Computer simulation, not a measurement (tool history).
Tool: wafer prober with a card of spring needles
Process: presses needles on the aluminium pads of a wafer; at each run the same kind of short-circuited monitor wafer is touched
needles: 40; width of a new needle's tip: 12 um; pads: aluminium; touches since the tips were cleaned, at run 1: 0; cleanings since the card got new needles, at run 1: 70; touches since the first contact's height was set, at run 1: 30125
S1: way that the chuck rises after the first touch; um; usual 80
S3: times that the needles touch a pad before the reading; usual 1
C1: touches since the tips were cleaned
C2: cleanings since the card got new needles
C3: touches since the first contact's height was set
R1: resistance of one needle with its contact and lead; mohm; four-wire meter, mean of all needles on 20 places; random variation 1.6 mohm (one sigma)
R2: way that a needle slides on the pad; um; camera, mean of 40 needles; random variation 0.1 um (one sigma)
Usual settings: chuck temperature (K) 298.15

{"run": 1, "hour": 0.0, "S1": 80, "chuck temperature (K)": 298.15, "S3": 1, "C1": 0, "C2": 70, "C3": 30125, "R1": 178, "R2": 21.56}
{"hour": 5.0, "done": "tips cleaned on abrasive film"}
{"hour": 11.1, "done": "tips cleaned on abrasive film"}
{"hour": 16.1, "done": "tips cleaned on abrasive film"}
{"hour": 22.2, "done": "tips cleaned on abrasive film"}
{"hour": 27.2, "done": "tips cleaned on abrasive film"}
{"hour": 33.3, "done": "tips cleaned on abrasive film"}
{"run": 2, "hour": 33.3, "S1": 80, "chuck temperature (K)": 298.15, "S3": 1, "C1": 0, "C2": 76, "C3": 45278, "R1": 174, "R2": 21.46}
{"hour": 39.5, "done": "tips cleaned on abrasive film"}
{"hour": 44.4, "done": "tips cleaned on abrasive film"}
{"hour": 50.6, "done": "tips cleaned on abrasive film"}
{"hour": 56.8, "done": "tips cleaned on abrasive film"}
{"hour": 62.9, "done": "tips cleaned on abrasive film"}
{"hour": 69.1, "done": "tips cleaned on abrasive film"}
{"hour": 75.3, "done": "tips cleaned on abrasive film"}
{"run": 3, "hour": 78.3, "S1": 80, "chuck temperature (K)": 336.15, "S3": 1, "C1": 1396, "C2": 83, "C3": 65759, "R1": 277, "R2": 21.21}
{"hour": 80.8, "done": "tips cleaned on abrasive film"}
{"hour": 85.7, "done": "tips cleaned on abrasive film"}
{"hour": 91.9, "done": "tips cleaned on abrasive film"}
{"hour": 96.9, "done": "tips cleaned on abrasive film"}
{"hour": 103.0, "done": "tips cleaned on abrasive film"}
{"hour": 109.2, "done": "tips cleaned on abrasive film"}
{"hour": 115.3, "done": "tips cleaned on abrasive film"}
{"hour": 120.3, "done": "tips cleaned on abrasive film"}
{"hour": 126.5, "done": "tips cleaned on abrasive film"}
{"run": 4, "hour": 127.9, "S1": 80, "chuck temperature (K)": 336.15, "S3": 1, "C1": 672, "C2": 92, "C3": 88324, "R1": 236, "R2": 21.22}
{"hour": 131.7, "done": "tips cleaned on abrasive film"}
{"hour": 137.8, "done": "tips cleaned on abrasive film"}
{"hour": 142.8, "done": "tips cleaned on abrasive film"}
{"hour": 148.9, "done": "tips cleaned on abrasive film"}
{"hour": 155.1, "done": "tips cleaned on abrasive film"}
{"run": 5, "hour": 158.6, "S1": 80, "chuck temperature (K)": 336.15, "S3": 1, "C1": 1617, "C2": 97, "C3": 102293, "R1": 286, "R2": 20.99}
{"hour": 161.1, "done": "tips cleaned on abrasive film"}
{"hour": 166.1, "done": "tips cleaned on abrasive film"}
{"hour": 172.2, "done": "tips cleaned on abrasive film"}
{"hour": 178.4, "done": "tips cleaned on abrasive film"}
{"hour": 184.5, "done": "tips cleaned on abrasive film"}
{"hour": 190.7, "done": "tips cleaned on abrasive film"}
{"hour": 196.9, "done": "tips cleaned on abrasive film"}
{"hour": 203.0, "done": "tips cleaned on abrasive film"}
{"hour": 208.0, "done": "tips cleaned on abrasive film"}
{"run": 6, "hour": 209.8, "S1": 80, "chuck temperature (K)": 336.15, "S3": 1, "C1": 831, "C2": 106, "C3": 125578, "R1": 257, "R2": 20.81}
{"hour": 213.5, "done": "tips cleaned on abrasive film"}
{"hour": 219.7, "done": "tips cleaned on abrasive film"}
{"hour": 225.8, "done": "tips cleaned on abrasive film"}
{"hour": 232.0, "done": "tips cleaned on abrasive film"}
{"hour": 238.2, "done": "tips cleaned on abrasive film"}
{"hour": 244.3, "done": "tips cleaned on abrasive film"}
{"hour": 250.5, "done": "tips cleaned on abrasive film"}
{"hour": 256.7, "done": "tips cleaned on abrasive film"}
{"hour": 262.0, "done": "tips cleaned on abrasive film"}
{"run": 7, "hour": 262.0, "S1": 80, "chuck temperature (K)": 336.15, "S3": 1, "C1": 0, "C2": 115, "C3": 149333, "R1": 188, "R2": 20.82}
{"hour": 266.9, "done": "tips cleaned on abrasive film"}
{"hour": 273.1, "done": "tips cleaned on abrasive film"}
{"hour": 275.8, "done": "height of the first contact set anew"}
{"hour": 279.6, "done": "tips cleaned on abrasive film"}
{"hour": 285.7, "done": "tips cleaned on abrasive film"}
{"run": 8, "hour": 288.6, "S1": 80, "chuck temperature (K)": 336.15, "S3": 1, "C1": 1314, "C2": 119, "C3": 5805, "R1": 271, "R2": 21.86}
{"hour": 291.1, "done": "tips cleaned on abrasive film"}
{"hour": 296.0, "done": "tips cleaned on abrasive film"}
{"hour": 302.2, "done": "tips cleaned on abrasive film"}
{"hour": 308.4, "done": "tips cleaned on abrasive film"}
{"hour": 314.5, "done": "tips cleaned on abrasive film"}
{"hour": 320.7, "done": "tips cleaned on abrasive film"}
{"run": 9, "hour": 325.4, "S1": 80, "chuck temperature (K)": 298.15, "S3": 1, "C1": 2196, "C2": 125, "C3": 22596, "R1": 315, "R2": 21.92}
{"hour": 326.7, "done": "tips cleaned on abrasive film"}
{"hour": 332.9, "done": "tips cleaned on abrasive film"}
{"hour": 339.1, "done": "tips cleaned on abrasive film"}
{"hour": 345.2, "done": "tips cleaned on abrasive film"}
{"hour": 351.4, "done": "tips cleaned on abrasive film"}
{"hour": 357.6, "done": "tips cleaned on abrasive film"}
{"hour": 363.7, "done": "tips cleaned on abrasive film"}
{"hour": 368.7, "done": "tips cleaned on abrasive film"}
{"run": 10, "hour": 372.4, "S1": 80, "chuck temperature (K)": 298.15, "S3": 1, "C1": 1715, "C2": 133, "C3": 43958, "R1": 308, "R2": 21.56}
{"hour": 373.7, "done": "tips cleaned on abrasive film"}
{"hour": 379.9, "done": "tips cleaned on abrasive film"}
{"hour": 386.0, "done": "tips cleaned on abrasive film"}
{"hour": 392.2, "done": "tips cleaned on abrasive film"}
{"hour": 398.4, "done": "tips cleaned on abrasive film"}
{"hour": 403.3, "done": "tips cleaned on abrasive film"}
{"hour": 409.5, "done": "tips cleaned on abrasive film"}
{"hour": 415.6, "done": "tips cleaned on abrasive film"}
{"hour": 421.8, "done": "tips cleaned on abrasive film"}
{"run": 11, "hour": 422.6, "S1": 80, "chuck temperature (K)": 298.15, "S3": 1, "C1": 362, "C2": 142, "C3": 66779, "R1": 213, "R2": 21.32}
{"hour": 427.5, "done": "tips cleaned on abrasive film"}
{"hour": 433.7, "done": "tips cleaned on abrasive film"}
{"hour": 439.8, "done": "tips cleaned on abrasive film"}
{"hour": 446.0, "done": "tips cleaned on abrasive film"}
{"hour": 452.2, "done": "tips cleaned on abrasive film"}
{"hour": 458.3, "done": "tips cleaned on abrasive film"}
{"run": 12, "hour": 461.1, "S1": 80, "chuck temperature (K)": 298.15, "S3": 1, "C1": 1286, "C2": 148, "C3": 84343, "R1": 286, "R2": 21.13}
{"hour": 463.6, "done": "tips cleaned on abrasive film"}
{"hour": 469.8, "done": "tips cleaned on abrasive film"}
{"hour": 476.0, "done": "tips cleaned on abrasive film"}
{"hour": 482.1, "done": "tips cleaned on abrasive film"}
{"hour": 488.3, "done": "tips cleaned on abrasive film"}
{"hour": 494.4, "done": "tips cleaned on abrasive film"}
{"hour": 499.4, "done": "tips cleaned on abrasive film"}
{"run": 13, "hour": 500.5, "S1": 80, "chuck temperature (K)": 302.15, "S3": 1, "C1": 504, "C2": 155, "C3": 102247, "R1": 246, "R2": 21.12}
{"hour": 505.4, "done": "tips cleaned on abrasive film"}
{"hour": 510.4, "done": "tips cleaned on abrasive film"}
{"hour": 516.5, "done": "tips cleaned on abrasive film"}
{"hour": 522.7, "done": "tips cleaned on abrasive film"}
{"hour": 528.9, "done": "tips cleaned on abrasive film"}
{"hour": 533.8, "done": "tips cleaned on abrasive film"}
{"hour": 540.0, "done": "tips cleaned on abrasive film"}
{"hour": 546.1, "done": "tips cleaned on abrasive film"}
{"run": 14, "hour": 547.3, "S1": 93, "chuck temperature (K)": 298.15, "S3": 2, "C1": 532, "C2": 163, "C3": 123549, "R1": 198, "R2": 24.42}
{"hour": 552.2, "done": "tips cleaned on abrasive film"}
{"hour": 558.4, "done": "tips cleaned on abrasive film"}
{"hour": 564.6, "done": "tips cleaned on abrasive film"}
{"hour": 570.7, "done": "tips cleaned on abrasive film"}
{"hour": 575.7, "done": "tips cleaned on abrasive film"}
{"hour": 581.8, "done": "tips cleaned on abrasive film"}
{"hour": 588.0, "done": "tips cleaned on abrasive film"}
{"hour": 594.2, "done": "tips cleaned on abrasive film"}
{"run": 15, "hour": 595.7, "S1": 93, "chuck temperature (K)": 298.15, "S3": 2, "C1": 713, "C2": 171, "C3": 145593, "R1": 199, "R2": 24.2}
{"hour": 599.5, "done": "tips cleaned on abrasive film"}
{"hour": 604.4, "done": "tips cleaned on abrasive film"}
{"hour": 610.6, "done": "tips cleaned on abrasive film"}
{"hour": 615.5, "done": "tips cleaned on abrasive film"}
{"hour": 618.2, "done": "height of the first contact set anew"}
{"hour": 622.0, "done": "tips cleaned on abrasive film"}
{"hour": 626.9, "done": "tips cleaned on abrasive film"}
{"hour": 633.1, "done": "tips cleaned on abrasive film"}
{"hour": 639.3, "done": "tips cleaned on abrasive film"}
{"run": 16, "hour": 639.7, "S1": 80, "chuck temperature (K)": 314.15, "S3": 2, "C1": 219, "C2": 179, "C3": 9762, "R1": 193, "R2": 21.96}
{"hour": 644.7, "done": "tips cleaned on abrasive film"}
{"hour": 650.8, "done": "tips cleaned on abrasive film"}
{"hour": 657.0, "done": "tips cleaned on abrasive film"}
{"hour": 663.2, "done": "tips cleaned on abrasive film"}
{"hour": 669.3, "done": "tips cleaned on abrasive film"}
{"hour": 674.3, "done": "tips cleaned on abrasive film"}
{"hour": 680.4, "done": "tips cleaned on abrasive film"}
{"run": 17, "hour": 684.6, "S1": 80, "chuck temperature (K)": 315.15, "S3": 2, "C1": 1932, "C2": 186, "C3": 30217, "R1": 263, "R2": 21.64}
{"hour": 685.9, "done": "tips cleaned on abrasive film"}
{"hour": 690.9, "done": "tips cleaned on abrasive film"}
{"hour": 697.0, "done": "tips cleaned on abrasive film"}
{"hour": 703.2, "done": "tips cleaned on abrasive film"}
{"hour": 709.4, "done": "tips cleaned on abrasive film"}
{"hour": 715.5, "done": "tips cleaned on abrasive film"}
{"hour": 721.7, "done": "tips cleaned on abrasive film"}
{"hour": 726.6, "done": "tips cleaned on abrasive film"}
{"hour": 732.8, "done": "tips cleaned on abrasive film"}
{"hour": 739.0, "done": "tips cleaned on abrasive film"}
{"run": 18, "hour": 739.2, "S1": 69, "chuck temperature (K)": 315.15, "S3": 2, "C1": 92, "C2": 196, "C3": 55007, "R1": 196, "R2": 18.4}
{"hour": 744.1, "done": "tips cleaned on abrasive film"}
{"hour": 750.3, "done": "tips cleaned on abrasive film"}
{"hour": 755.2, "done": "tips cleaned on abrasive film"}
{"hour": 761.4, "done": "tips cleaned on abrasive film"}
{"hour": 766.3, "done": "tips cleaned on abrasive film"}
{"hour": 772.5, "done": "tips cleaned on abrasive film"}
{"hour": 778.7, "done": "tips cleaned on abrasive film"}
{"hour": 783.8, "done": "tips cleaned on abrasive film"}
{"run": 19, "hour": 783.8, "S1": 71, "chuck temperature (K)": 321.15, "S3": 1, "C1": 0, "C2": 204, "C3": 75291, "R1": 184, "R2": 18.73}
{"hour": 789.9, "done": "tips cleaned on abrasive film"}
{"hour": 796.1, "done": "tips cleaned on abrasive film"}
{"hour": 802.3, "done": "tips cleaned on abrasive film"}
{"hour": 807.2, "done": "tips cleaned on abrasive film"}
{"run": 20, "hour": 811.6, "S1": 71, "chuck temperature (K)": 321.15, "S3": 1, "C1": 2049, "C2": 208, "C3": 88005, "R1": 396, "R2": 18.48}
{"hour": 812.9, "done": "tips cleaned on abrasive film"}
{"hour": 819.1, "done": "tips cleaned on abrasive film"}
{"hour": 825.3, "done": "tips cleaned on abrasive film"}
{"hour": 830.2, "done": "tips cleaned on abrasive film"}
{"hour": 836.4, "done": "tips cleaned on abrasive film"}
{"hour": 841.3, "done": "tips cleaned on abrasive film"}
{"hour": 847.5, "done": "tips cleaned on abrasive film"}
{"hour": 853.7, "done": "tips cleaned on abrasive film"}
{"hour": 859.8, "done": "tips cleaned on abrasive film"}
{"run": 21, "hour": 861.6, "S1": 61, "chuck temperature (K)": 313.15, "S3": 2, "C1": 839, "C2": 217, "C3": 110737, "R1": 293, "R2": 15.73}

Forecast each of these 4 alternatives for the next run:
{"hour": 865.4, "done": "tips cleaned on abrasive film"}
{"hour": 871.5, "done": "tips cleaned on abrasive film"}
{"hour": 877.7, "done": "tips cleaned on abrasive film"}
{"hour": 883.9, "done": "tips cleaned on abrasive film"}
{"run": "A", "hour": 888.3, "S1": 65, "chuck temperature (K)": 309.15, "S3": 1, "C1": 2051, "C2": 221, "C3": 122893, "R1": "?", "R2": "?"}
{"hour": 865.4, "done": "tips cleaned on abrasive film"}
{"hour": 871.5, "done": "tips cleaned on abrasive film"}
{"hour": 877.7, "done": "tips cleaned on abrasive film"}
{"hour": 883.9, "done": "tips cleaned on abrasive film"}
{"run": "B", "hour": 888.3, "S1": 84, "chuck temperature (K)": 388.15, "S3": 1, "C1": 2051, "C2": 221, "C3": 122893, "R1": "?", "R2": "?"}
{"hour": 865.4, "done": "tips cleaned on abrasive film"}
{"hour": 871.5, "done": "tips cleaned on abrasive film"}
{"hour": 877.7, "done": "tips cleaned on abrasive film"}
{"hour": 883.9, "done": "tips cleaned on abrasive film"}
{"run": "C", "hour": 888.3, "S1": 97, "chuck temperature (K)": 329.15, "S3": 3, "C1": 2051, "C2": 221, "C3": 122893, "R1": "?", "R2": "?"}
{"hour": 865.4, "done": "tips cleaned on abrasive film"}
{"hour": 871.5, "done": "tips cleaned on abrasive film"}
{"hour": 877.7, "done": "tips cleaned on abrasive film"}
{"hour": 883.9, "done": "tips cleaned on abrasive film"}
{"run": "D", "hour": 888.3, "S1": 72, "chuck temperature (K)": 298.15, "S3": 1, "C1": 2051, "C2": 221, "C3": 122893, "R1": "?", "R2": "?"}

run=A R1=442 R2=16.80
run=B R1=332 R2=21.86
run=C R1=215 R2=25.38
run=D R1=392 R2=18.65
Without the tool's hidden state the same runs would have given:
run=A R1=164 R2=17.89
run=B R1=179 R2=22.95
run=C R1=166 R2=26.47
run=D R1=162 R2=19.74

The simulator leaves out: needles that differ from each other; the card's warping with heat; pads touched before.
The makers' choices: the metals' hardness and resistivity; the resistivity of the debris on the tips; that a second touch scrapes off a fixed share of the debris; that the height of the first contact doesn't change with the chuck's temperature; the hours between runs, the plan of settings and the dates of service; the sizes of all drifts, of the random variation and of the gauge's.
